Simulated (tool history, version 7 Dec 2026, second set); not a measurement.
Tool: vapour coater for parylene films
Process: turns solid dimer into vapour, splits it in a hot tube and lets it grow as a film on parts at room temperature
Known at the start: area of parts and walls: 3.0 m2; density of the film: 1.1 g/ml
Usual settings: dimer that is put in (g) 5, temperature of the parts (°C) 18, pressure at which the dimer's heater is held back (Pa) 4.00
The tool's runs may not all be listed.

| run | hour | dimer that is put in (g) | temperature of the parts (°C) | pressure at which the dimer's heater is held back (Pa) | thickness of the film (um) |
|---|---|---|---|---|---|
| 1 | 0.0 | 5 | 18 | 4.00 | 1.179 |
| 2 | 30.1 | 5 | 18 | 4.00 | 1.181 |
| 3 | 51.6 | 5 | 15 | 4.00 | 1.246 |
| 4 | 70.2 | 5 | 15 | 4.00 | 1.253 |
| 5 | 107.1 | 5 | 15 | 4.00 | 1.233 |
| 6 | 127.4 | 5 | 18 | 2.72 | 1.258 |
| 7 | 145.6 | 5 | 18 | 5.56 | 1.113 |
| 8 | 175.1 | 5 | 18 | 5.56 | 1.118 |
| 9 | 197.4 | 5 | 18 | 5.56 | 1.119 |
| 10 | 216.9 | 5 | 18 | 5.56 | 1.106 |
|  | 228.2 | trap's valve overhauled |
| 11 | 252.5 | 5 | 18 | 5.56 | 1.124 |
| 12 | 274.1 | 4 | 18 | 5.56 | 0.885 |
| 13 | 309.0 | 4 | 18 | 6.00 | 0.879 |
| 14 | 343.1 | 5 | 18 | 6.18 | 1.094 |
| 15 | 371.3 | 8 | 18 | 4.00 | 1.890 |
| 16 | 406.8 | 4 | 18 | 8.44 | 0.841 |
| 17 | 444.8 | 5 | 18 | 8.44 | 1.073 |
| 18 | 472.0 | 7 | 18 | 8.44 | 1.470 |
| 19 | 498.9 | 2 | 10 | 4.00 | 0.538 |
| 20 | 527.3 | 2 | 10 | 3.93 | 0.558 |
| 21 | 562.4 | 2 | 10 | 3.93 | 0.549 |
| 22 | 582.8 | 6 | 26 | 5.98 | 1.125 |
| 23 | 600.1 | 6 | 21 | 10.30 | 1.154 |
| 24 | 636.7 | 9 | 21 | 8.15 | 1.786 |
| 25 | 654.2 | 4 | 13 | 2.07 | 1.155 |
| 26 | 688.5 | 4 | 13 | 2.07 | 1.156 |
| 27 | 707.7 | 9 | 16 | 4.58 | 2.169 |
| 28 | 741.0 | 3 | 20 | 4.82 | 0.662 |
| 29 | 760.6 | 3 | 20 | 4.33 | 0.671 |

Forecast each of these 4 alternatives for the next run:
|  | 773.0 | trap's valve overhauled |
| A | 788.8 | 7 | 15 | 4.94 | ? |
|  | 773.0 | trap's valve overhauled |
| B | 788.8 | 2 | 25 | 2.62 | ? |
|  | 773.0 | trap's valve overhauled |
| C | 788.8 | 2 | 28 | 3.59 | ? |
|  | 773.0 | trap's valve overhauled |
| D | 788.8 | 4 | 23 | 6.62 | ? |

| run | thickness of the film (um) |
|---|---|
| A | 1.708 |
| B | 0.436 |
| C | 0.400 |
| D | 0.787 |
Without the tool's hidden state the same runs would have given:
| run | thickness of the film (um) |
|---|---|
| A | 1.708 |
| B | 0.436 |
| C | 0.400 |
| D | 0.787 |
